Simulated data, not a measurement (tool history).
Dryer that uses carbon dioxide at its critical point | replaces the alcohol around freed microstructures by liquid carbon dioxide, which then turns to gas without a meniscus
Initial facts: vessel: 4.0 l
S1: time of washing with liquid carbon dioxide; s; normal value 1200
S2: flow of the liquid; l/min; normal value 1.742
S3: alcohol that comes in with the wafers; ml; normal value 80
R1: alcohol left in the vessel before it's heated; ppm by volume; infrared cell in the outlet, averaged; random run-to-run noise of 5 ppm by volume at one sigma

| run | hour | S1 | S2 | S3 | R1 |
|---|---|---|---|---|---|
| 1 | 0 | 1200 | 1.742 | 80 | 12 |
| 2 | 12.9 | 1200 | 1.742 | 83 | 20 |
| 3 | 26.7 | 1200 | 1.742 | 80 | 24 |
| 4 | 43.4 | 1560 | 1.742 | 80 | 11 |
| 5 | 58.9 | 1560 | 1.742 | 80 | 24 |
| 6 | 69.3 | 1560 | 1.742 | 80 | 17 |
| 7 | 80.3 | 1200 | 1.742 | 80 | 17 |
| 8 | 97.4 | 1440 | 1.742 | 80 | 17 |
| 9 | 111.8 | 1200 | 1.742 | 100 | 27 |
| 10 | 119.1 | 1200 | 1.742 | 100 | 31 |
| 11 | 131 | 1200 | 1.742 | 80 | 29 |
| 12 | 140.6 | 1200 | 1.742 | 80 | 26 |
| 13 | 152 | 1200 | 2.94 | 25 | 17 |
| 14 | 162 | 1740 | 1.3 | 80 | 22 |
| 15 | 171.6 | 1860 | 2.3 | 80 | 18 |
| 16 | 180.2 | 900 | 1.742 | 80 | 86 |
| 17 | 191.8 | 900 | 1.25 | 40 | 183 |
| 18 | 207.4 | 1020 | 1.48 | 80 | 101 |
| 19 | 214.6 | 1020 | 1.48 | 21 | 44 |
| 20 | 232 | 1920 | 1.31 | 80 | 22 |
| 21 | 241 | 1920 | 1.31 | 80 | 31 |

Some steps in R1 between neighbouring runs. How much of each would the tool show without its hidden state too (settings, what came in, random variation), and how much is left for the hidden state, with any gauge scatter that isn't in both results?
The hidden state here: flow that reaches the vessel past the clogged filter, %; alcohol in the recycled carbon dioxide, ppm; drift of the gauge itself on alcohol_ppm, %.
Run 15 -> 16: S1 1860 -> 900, S2 2.3 -> 1.742. R1 +68 ppm by volume: hidden state +28, all else +40.
Run 16 -> 17: S2 1.742 -> 1.25, S3 80 -> 40. R1 +97 ppm by volume: hidden state +28, all else +69.
Run 17 -> 18: S1 900 -> 1020, S2 1.25 -> 1.48, S3 40 -> 80. R1 -82 ppm by volume: hidden state -18, all else -64.
